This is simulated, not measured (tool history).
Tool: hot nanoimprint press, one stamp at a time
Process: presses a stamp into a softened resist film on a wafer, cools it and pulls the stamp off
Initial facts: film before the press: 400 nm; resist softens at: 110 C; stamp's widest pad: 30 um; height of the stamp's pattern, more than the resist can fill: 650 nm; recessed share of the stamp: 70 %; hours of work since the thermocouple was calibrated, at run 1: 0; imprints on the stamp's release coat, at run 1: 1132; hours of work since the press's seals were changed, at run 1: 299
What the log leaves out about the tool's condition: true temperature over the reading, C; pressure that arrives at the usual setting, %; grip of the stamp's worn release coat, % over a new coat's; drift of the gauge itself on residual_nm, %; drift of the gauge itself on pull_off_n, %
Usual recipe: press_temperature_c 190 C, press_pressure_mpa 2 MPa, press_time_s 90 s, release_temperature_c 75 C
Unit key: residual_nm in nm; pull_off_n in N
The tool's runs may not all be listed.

run,hour,press_temperature_c,press_pressure_mpa,press_time_s,release_temperature_c,hours of work since the thermocouple was calibrated,imprints on the stamp's release coat,hours of work since the press's seals were changed,residual_nm,pull_off_n
1,0,190,2,90,75,0,1132,299,230.7,103
2,49.3,190,2,90,75,35,1301,334,230.9,105
3,75.4,190,2,90,75,53,1391,352,231.8,104
4,126.1,190,2,90,75,89,1565,388,231.1,103
5,152.7,190,2,90,75,107,1656,407,231.3,106
6,192.4,190,1.56,90,75,135,1792,435,253.3,103
7,216.1,190,1.56,90,75,152,1873,451,253.7,104
8,245.1,190,2,90,75,173,1973,472,231.5,105
9,279,190,2,90,75,196,2089,496,231.1,105
# hour 308: stamp cleaned and given a new release coat
10,313.7,190,2,90,75,217,19,516,231.3,102
11,341.6,190,2,90,79,236,115,535,231.5,98
12,388.1,200,1.58,98,75,269,275,568,166.6,105
# hour 398.7: plate thermocouple calibrated
13,423.4,200,1.58,98,75,17,385,591,165.9,105
14,464.1,200,1.58,98,75,46,525,620,166.4,105
15,500,200,1.58,98,73,71,648,645,165.8,107
16,539.7,200,1.27,98,76,99,784,673,183.8,105
17,583.7,200,1.27,98,76,130,935,704,183.5,101
18,622.5,189,2,90,75,158,1068,731,240.3,105
19,651.7,179,2,55,75,178,1168,752,348.9,102
20,692.2,193,1.34,85,63,207,1307,780,245.4,127
21,727,193,2.21,90,65,231,1427,805,197.7,120
22,764,190,2,80,75,257,1553,831,240.3,104

Alternative continuations, all from the tool just after run 22; predict every row:
# hour 792.8: plate thermocouple calibrated
# hour 807.3: press's hydraulic seals changed and the load cell set to zero
A,813.6,183,2.29,90,75,9,1686,4,?,?
# hour 792.8: plate thermocouple calibrated
# hour 807.3: press's hydraulic seals changed and the load cell set to zero
B,813.6,202,1.6,83,75,9,1686,4,?,?
# hour 792.8: plate thermocouple calibrated
# hour 807.3: press's hydraulic seals changed and the load cell set to zero
C,813.6,190,1.8,75,73,9,1686,4,?,?

run,residual_nm,pull_off_n
A,282.5,102
B,162.7,103
C,254.1,110
Stripped of hidden state, with their random variation kept, the same runs would have yielded:
run,residual_nm,pull_off_n
A,282.5,102
B,162.7,102
C,254.1,109
